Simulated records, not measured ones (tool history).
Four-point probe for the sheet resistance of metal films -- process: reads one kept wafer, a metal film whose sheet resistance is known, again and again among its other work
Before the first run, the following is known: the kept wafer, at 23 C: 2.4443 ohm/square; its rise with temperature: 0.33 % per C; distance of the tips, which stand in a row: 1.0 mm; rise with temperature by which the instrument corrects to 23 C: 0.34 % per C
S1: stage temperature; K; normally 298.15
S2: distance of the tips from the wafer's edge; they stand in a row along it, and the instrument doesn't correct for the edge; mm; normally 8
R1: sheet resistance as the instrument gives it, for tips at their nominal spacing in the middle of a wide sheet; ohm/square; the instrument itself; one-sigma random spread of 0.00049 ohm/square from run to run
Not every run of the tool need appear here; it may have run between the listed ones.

| run | hour | S1 | S2 | R1 |
|---|---|---|---|---|
| 1 | 0.0 | 298.15 | 8 | 2.448057 |
| 2 | 32.3 | 307.15 | 8 | 2.447121 |
| 3 | 82.9 | 307.15 | 22 | 2.429012 |
| 4 | 134.2 | 307.15 | 22 | 2.427789 |
| 5 | 187.0 | 307.15 | 22 | 2.428606 |
| 6 | 237.8 | 307.15 | 22 | 2.427435 |
| 7 | 279.8 | 298.15 | 16 | 2.431612 |
| 8 | 305.0 | 298.15 | 16 | 2.431267 |
| 9 | 331.5 | 298.15 | 16 | 2.431029 |
| 10 | 363.2 | 298.15 | 16 | 2.430237 |
| 11 | 412.2 | 306.15 | 33 | 2.423928 |
| 12 | 463.8 | 301.15 | 18 | 2.428522 |
| 13 | 494.5 | 301.15 | 18 | 2.427622 |
| 14 | 536.6 | 301.15 | 8 | 2.443457 |
| 15 | 575.1 | 306.15 | 55 | 2.423785 |
| 16 | 597.3 | 305.15 | 11 | 2.432484 |
| 17 | 620.7 | 298.15 | 32 | 2.424991 |
| 18 | 650.9 | 298.15 | 59 | 2.423474 |
| 19 | 695.5 | 294.15 | 16 | 2.427700 |
| 20 | 743.7 | 303.15 | 14 | 2.428354 |

Alternative continuations, all from the tool just after run 20; predict every row:
| A | 778.1 | 292.15 | 39 | ? |
| B | 778.1 | 302.15 | 26 | ? |
| C | 778.1 | 294.15 | 8 | ? |

| run | R1 |
|---|---|
| A | 2.423552 |
| B | 2.423166 |
| C | 2.443027 |
Had the tool no hidden state, the same runs would have come out as:
| run | R1 |
|---|---|
| A | 2.445660 |
| B | 2.445442 |
| C | 2.465332 |
